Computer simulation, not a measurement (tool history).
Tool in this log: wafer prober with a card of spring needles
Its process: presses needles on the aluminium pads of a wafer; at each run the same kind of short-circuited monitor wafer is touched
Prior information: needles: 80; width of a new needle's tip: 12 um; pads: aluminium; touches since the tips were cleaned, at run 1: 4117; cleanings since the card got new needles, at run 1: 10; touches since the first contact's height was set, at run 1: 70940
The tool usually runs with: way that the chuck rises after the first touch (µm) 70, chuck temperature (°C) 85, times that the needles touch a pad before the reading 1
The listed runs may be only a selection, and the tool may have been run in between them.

run    hour  way that the chuck rises after the first touch (µm)  chuck temperature (°C)  times that the needles touch a pad before the reading  touches since the tips were cleaned  cleanings since the card got new needles  touches since the first contact's height was set  resistance of one needle with its contact and lead (mohm)  way that a needle slides on the pad (µm)
  1       0                                                   70                      85                                                      1                                 4117                                        10                                             70940                                                        200                                     16.56
        7.8  -- tips cleaned on abrasive film
       23.3  -- tips cleaned on abrasive film
       42.7  -- tips cleaned on abrasive film
       58.2  -- tips cleaned on abrasive film
         77  -- tips cleaned on abrasive film
  2      77                                                   70                      85                                                      3                                    0                                        15                                            101031                                                        186                                     16.44
       96.4  -- tips cleaned on abrasive film
      111.9  -- tips cleaned on abrasive film
      112.2  -- height of the first contact set anew
      127.7  -- tips cleaned on abrasive film
      143.2  -- tips cleaned on abrasive film
      159.9  -- tips cleaned on abrasive film
  3   159.9                                                   70                      85                                                      3                                    0                                        20                                             18662                                                        183                                     16.78
      175.5  -- tips cleaned on abrasive film
        191  -- tips cleaned on abrasive film
      206.5  -- tips cleaned on abrasive film
        222  -- tips cleaned on abrasive film
      237.6  -- tips cleaned on abrasive film
  4   251.3                                                   70                      51                                                      1                                 5403                                        25                                             54395                                                        192                                     16.68
      255.3  -- tips cleaned on abrasive film
      270.8  -- tips cleaned on abrasive film
      286.3  -- tips cleaned on abrasive film
  5   300.3                                                   70                      51                                                      1                                 5488                                        28                                             73532                                                        194                                     16.65
      304.2  -- tips cleaned on abrasive film
      323.6  -- tips cleaned on abrasive film
      339.1  -- tips cleaned on abrasive film
      354.6  -- tips cleaned on abrasive film
        374  -- tips cleaned on abrasive film
  6     376                                                   70                      51                                                      1                                  769                                        33                                            103115                                                        182                                     16.41
      391.5  -- tips cleaned on abrasive film
        407  -- tips cleaned on abrasive film
      407.3  -- height of the first contact set anew
      426.7  -- tips cleaned on abrasive film
  7   430.8                                                   70                      51                                                      1                                 1630                                        36                                              9212                                                        185                                     16.82
      442.5  -- tips cleaned on abrasive film
        458  -- tips cleaned on abrasive film
      477.4  -- tips cleaned on abrasive film
  8   482.5                                                   70                      51                                                      2                                 2022                                        39                                             29427                                                        183                                     16.85
      494.2  -- tips cleaned on abrasive film
      509.7  -- tips cleaned on abrasive film
      525.2  -- tips cleaned on abrasive film
      540.8  -- tips cleaned on abrasive film
      560.1  -- tips cleaned on abrasive film
      575.6  -- tips cleaned on abrasive film
  9   578.3                                                   70                      51                                                      2                                 1051                                        45                                             66864                                                        180                                     16.61
      593.8  -- tips cleaned on abrasive film
      613.2  -- tips cleaned on abrasive film
      628.7  -- tips cleaned on abrasive film
 10   634.2                                                   70                      85                                                      1                                 2160                                        48                                             88739                                                        193                                     16.47
      645.9  -- tips cleaned on abrasive film
      665.3  -- tips cleaned on abrasive film
      680.8  -- tips cleaned on abrasive film
      700.2  -- tips cleaned on abrasive film
      700.5  -- height of the first contact set anew
 11   704.6                                                   70                      85                                                      1                                 1620                                        52                                              1620                                                        195                                      16.8
      716.3  -- tips cleaned on abrasive film
      731.8  -- tips cleaned on abrasive film
      751.2  -- tips cleaned on abrasive film
      766.7  -- tips cleaned on abrasive film
      782.2  -- tips cleaned on abrasive film
 12   782.3                                                   70                      85                                                      1                                   31                                        57                                             31991                                                        185                                     16.72
      797.8  -- tips cleaned on abrasive film
      813.4  -- tips cleaned on abrasive film
 13   827.9                                                   70                      92                                                      1                                 5726                                        59                                             49861                                                        201                                     16.59
      831.9  -- tips cleaned on abrasive film
      847.4  -- tips cleaned on abrasive film
      862.9  -- tips cleaned on abrasive film
      878.4  -- tips cleaned on abrasive film
 14   884.1                                                   70                      92                                                      1                                 2222                                        63                                             71798                                                        193                                     16.61
      895.8  -- tips cleaned on abrasive film
      911.3  -- tips cleaned on abrasive film
 15   923.1                                                   70                      92                                                      1                                 4629                                        65                                             87042                                                        204                                     16.56
        927  -- tips cleaned on abrasive film
      946.4  -- tips cleaned on abrasive film
      961.9  -- tips cleaned on abrasive film
      977.4  -- tips cleaned on abrasive film
        993  -- tips cleaned on abrasive film
      994.2  -- height of the first contact set anew
 16   994.2                                                   70                      92                                                      1                                  356                                        70                                                 0                                                        189                                     16.81
     1009.7  -- tips cleaned on abrasive film
     1025.2  -- tips cleaned on abrasive film
     1040.7  -- tips cleaned on abrasive film
     1056.2  -- tips cleaned on abrasive film
 17    1057                                                   70                      92                                                      1                                  295                                        74                                             24559                                                        185                                     16.95
     1072.5  -- tips cleaned on abrasive film
     1091.9  -- tips cleaned on abrasive film
     1107.4  -- tips cleaned on abrasive film
 18  1116.8                                                   72                      34                                                      1                                 3700                                        77                                             47976                                                        191                                     17.17
     1124.6  -- tips cleaned on abrasive film
     1140.2  -- tips cleaned on abrasive film
     1155.7  -- tips cleaned on abrasive film
 19  1165.3                                                   72                     109                                                      1                                 3794                                        80                                             66935                                                        205                                     17.15
     1173.1  -- tips cleaned on abrasive film
     1188.7  -- tips cleaned on abrasive film
     1204.2  -- tips cleaned on abrasive film
 20  1211.5                                                   70                     110                                                      1                                 2861                                        83                                             84960                                                        202                                      16.5
     1223.1  -- tips cleaned on abrasive film
     1238.7  -- tips cleaned on abrasive film
     1254.2  -- tips cleaned on abrasive film
     1273.5  -- tips cleaned on abrasive film
     1289.1  -- tips cleaned on abrasive film
     1289.4  -- height of the first contact set anew
     1304.9  -- tips cleaned on abrasive film
 21  1307.1                                                   70                      65                                                      1                                  872                                        89                                              6938                                                        185                                     16.87
     1322.6  -- tips cleaned on abrasive film
     1338.2  -- tips cleaned on abrasive film
     1357.5  -- tips cleaned on abrasive film
     1373.1  -- tips cleaned on abrasive film
 22  1376.6                                                   70                      65                                                      1                                 1391                                        93                                             34109                                                        191                                     16.73
     1392.1  -- tips cleaned on abrasive film
     1411.5  -- tips cleaned on abrasive film
 23  1426.8                                                   86                      32                                                      2                                 6023                                        95                                             53781                                                        182                                     20.52
     1430.8  -- tips cleaned on abrasive film
     1446.3  -- tips cleaned on abrasive film
     1461.8  -- tips cleaned on abrasive film
     1481.2  -- tips cleaned on abrasive film
     1496.7  -- tips cleaned on abrasive film
     1512.2  -- tips cleaned on abrasive film
 24  1522.3                                                   65                      60                                                      2                                 3979                                       101                                             91123                                                        193                                     15.33

4 ways to go on from here, each from the tool as it stands after run 24. What would each give?
     1530.2  -- tips cleaned on abrasive film
     1545.7  -- tips cleaned on abrasive film
     1561.2  -- tips cleaned on abrasive film
  A  1575.7                                                   73                      51                                                      3                                 5698                                       104                                            111985                                                          ?                                         ?
     1530.2  -- tips cleaned on abrasive film
     1545.7  -- tips cleaned on abrasive film
     1561.2  -- tips cleaned on abrasive film
  B  1575.7                                                   70                      90                                                      3                                 5698                                       104                                            111985                                                          ?                                         ?
     1530.2  -- tips cleaned on abrasive film
     1545.7  -- tips cleaned on abrasive film
     1561.2  -- tips cleaned on abrasive film
  C  1575.7                                                   70                      66                                                      1                                 5698                                       104                                            111985                                                          ?                                         ?
     1530.2  -- tips cleaned on abrasive film
     1545.7  -- tips cleaned on abrasive film
     1561.2  -- tips cleaned on abrasive film
  D  1575.7                                                   50                      70                                                      1                                 5698                                       104                                            111985                                                          ?                                         ?

run  resistance of one needle with its contact and lead (mohm)  way that a needle slides on the pad (µm)
  A                                                        184                                     17.18
  B                                                        197                                     16.43
  C                                                        204                                     16.53
  D                                                        221                                     11.71
What these runs would have given with no unlogged condition in the tool:
run  resistance of one needle with its contact and lead (mohm)  way that a needle slides on the pad (µm)
  A                                                        175                                     17.63
  B                                                        188                                     16.89
  C                                                        179                                     16.99
  D                                                        176                                     12.17

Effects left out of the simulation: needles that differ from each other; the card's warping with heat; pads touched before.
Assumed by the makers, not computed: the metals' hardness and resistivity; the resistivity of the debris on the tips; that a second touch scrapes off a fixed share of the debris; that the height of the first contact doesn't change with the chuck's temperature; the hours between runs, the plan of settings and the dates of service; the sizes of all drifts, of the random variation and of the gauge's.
